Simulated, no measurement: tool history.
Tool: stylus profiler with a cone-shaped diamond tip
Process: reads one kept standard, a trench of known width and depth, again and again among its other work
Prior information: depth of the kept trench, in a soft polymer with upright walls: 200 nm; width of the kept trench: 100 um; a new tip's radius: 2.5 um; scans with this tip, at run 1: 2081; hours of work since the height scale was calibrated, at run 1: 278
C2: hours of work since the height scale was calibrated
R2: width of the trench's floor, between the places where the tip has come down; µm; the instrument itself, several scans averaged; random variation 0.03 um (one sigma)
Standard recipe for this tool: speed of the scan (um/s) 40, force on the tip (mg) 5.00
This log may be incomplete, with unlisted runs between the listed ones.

Run 1, hour 0.0: usual settings; scans with this tip 2081; C2 278. Result: depth of the trench (nm) 201.86, R2 97.69 µm.
Run 2, hour 8.5: usual settings; scans with this tip 2111; C2 282. Result: depth of the trench (nm) 201.80, R2 97.57 µm.
Run 3, hour 20.7: usual settings but speed of the scan (um/s) 100; scans with this tip 2153; C2 287. Result: depth of the trench (nm) 201.71, R2 97.45 µm.
Run 4, hour 32.1: usual settings but speed of the scan (um/s) 100, force on the tip (mg) 5.16; scans with this tip 2194; C2 293. Result: depth of the trench (nm) 201.86, R2 97.52 µm.
Run 5, hour 43.5: usual settings but speed of the scan (um/s) 100, force on the tip (mg) 8.58; scans with this tip 2233; C2 298. Result: depth of the trench (nm) 202.70, R2 97.52 µm.
Run 6, hour 54.9: usual settings but speed of the scan (um/s) 100, force on the tip (mg) 8.58; scans with this tip 2274; C2 303. Result: depth of the trench (nm) 202.64, R2 97.47 µm.
Run 7, hour 63.9: usual settings but speed of the scan (um/s) 100, force on the tip (mg) 8.58; scans with this tip 2305; C2 308. Result: depth of the trench (nm) 202.69, R2 97.51 µm.
Run 8, hour 72.6: usual settings; scans with this tip 2336; C2 312. Result: depth of the trench (nm) 201.79, R2 97.61 µm.
Run 9, hour 84.4: usual settings but force on the tip (mg) 4.42; scans with this tip 2377; C2 317. Result: depth of the trench (nm) 201.61, R2 97.58 µm.
Run 10, hour 95.9: usual settings; scans with this tip 2418; C2 323. Result: depth of the trench (nm) 201.86, R2 97.61 µm.
Run 11, hour 106.8: usual settings but force on the tip (mg) 1.75; scans with this tip 2456; C2 328. Result: depth of the trench (nm) 200.80, R2 97.45 µm.
Run 12, hour 115.1: usual settings but force on the tip (mg) 1.75; scans with this tip 2485; C2 332. Result: depth of the trench (nm) 200.78, R2 97.47 µm.
Run 13, hour 129.9: usual settings but speed of the scan (um/s) 14; scans with this tip 2537; C2 339. Result: depth of the trench (nm) 201.81, R2 97.71 µm.
Run 14, hour 140.7: usual settings but speed of the scan (um/s) 14; scans with this tip 2575; C2 344. Result: depth of the trench (nm) 201.83, R2 97.67 µm.
Run 15, hour 153.3: usual settings but speed of the scan (um/s) 14; scans with this tip 2619; C2 350. Result: depth of the trench (nm) 201.73, R2 97.60 µm.
Run 16, hour 161.6: usual settings but speed of the scan (um/s) 100, force on the tip (mg) 6.14; scans with this tip 2649; C2 353. Result: depth of the trench (nm) 202.05, R2 97.39 µm.
Run 17, hour 176.1: usual settings but speed of the scan (um/s) 11; scans with this tip 2700; C2 360. Result: depth of the trench (nm) 201.75, R2 97.63 µm.
Run 18, hour 183.4: usual settings but speed of the scan (um/s) 11; scans with this tip 2725; C2 364. Result: depth of the trench (nm) 201.68, R2 97.63 µm.
Run 19, hour 192.8: usual settings but speed of the scan (um/s) 11; scans with this tip 2758; C2 368. Result: depth of the trench (nm) 201.75, R2 97.63 µm.
Run 20, hour 204.9: usual settings but speed of the scan (um/s) 78; scans with this tip 2801; C2 374. Result: depth of the trench (nm) 201.74, R2 97.51 µm.
At hour 206.2: height scale calibrated on a step standard.
Run 21, hour 220.2: usual settings but force on the tip (mg) 1.92; scans with this tip 2853; C2 7. Result: depth of the trench (nm) 200.71, R2 97.49 µm.
Run 22, hour 234.1: usual settings but speed of the scan (um/s) 19; scans with this tip 2902; C2 13. Result: depth of the trench (nm) 201.76, R2 97.60 µm.
Run 23, hour 244.0: usual settings but speed of the scan (um/s) 88, force on the tip (mg) 6.00; scans with this tip 2937; C2 18. Result: depth of the trench (nm) 201.98, R2 97.43 µm.
Run 24, hour 253.0: usual settings but speed of the scan (um/s) 88, force on the tip (mg) 6.00; scans with this tip 2968; C2 22. Result: depth of the trench (nm) 202.04, R2 97.49 µm.
Run 25, hour 266.1: usual settings but speed of the scan (um/s) 99, force on the tip (mg) 2.49; scans with this tip 3014; C2 28. Result: depth of the trench (nm) 200.99, R2 97.18 µm.
At hour 277.3: height scale calibrated on a step standard, once more.
Run 26, hour 277.3: usual settings but force on the tip (mg) 6.83; scans with this tip 3052; C2 0. Result: depth of the trench (nm) 202.42, R2 97.55 µm.
Run 27, hour 283.9: usual settings but force on the tip (mg) 6.83; scans with this tip 3075; C2 3. Result: depth of the trench (nm) 202.38, R2 97.50 µm.
Run 28, hour 296.6: usual settings but speed of the scan (um/s) 115, force on the tip (mg) 2.87; scans with this tip 3120; C2 9. Result: depth of the trench (nm) 201.24, R2 97.20 µm.
Run 29, hour 304.3: usual settings but speed of the scan (um/s) 107, force on the tip (mg) 3.03; scans with this tip 3147; C2 13. Result: depth of the trench (nm) 201.30, R2 97.25 µm.
Run 30, hour 313.8: usual settings but speed of the scan (um/s) 107, force on the tip (mg) 3.03; scans with this tip 3180; C2 17. Result: depth of the trench (nm) 201.28, R2 97.18 µm.

Some steps in depth of the trench (nm), run to run, broken into two amounts with sign: the step expected even without the hidden condition (settings, incoming material, random variation), and the rest, left for the hidden condition together with whatever gauge scatter is not in both the measured and the hidden-condition-free result:
What the log doesn't record here: radius of the tip, um; height scale over the true one, %; drift of the gauge itself on depth_nm, %; drift of the gauge itself on floor_um, %.
Run 9 -> 10: force on the tip (mg) 4.42 -> 5.00. depth of the trench (nm) +0.25: hidden state -0.02, all else +0.27.
Run 10 -> 11: force on the tip (mg) 5.00 -> 1.75. depth of the trench (nm) -1.06: hidden state +0.01, all else -1.07.
Run 20 -> 21: speed of the scan (um/s) 78 -> 40, force on the tip (mg) 5.00 -> 1.92, height scale calibrated on a step standard. depth of the trench (nm) -1.03: hidden state -0.03, all else -1.00.
Run 25 -> 26: speed of the scan (um/s) 99 -> 40, force on the tip (mg) 2.49 -> 6.83, height scale calibrated on a step standard, once more. depth of the trench (nm) +1.43: hidden state +0.21, all else +1.22.
Run 27 -> 28: speed of the scan (um/s) 40 -> 115, force on the tip (mg) 6.83 -> 2.87. depth of the trench (nm) -1.14: hidden state +0.00, all else -1.14.
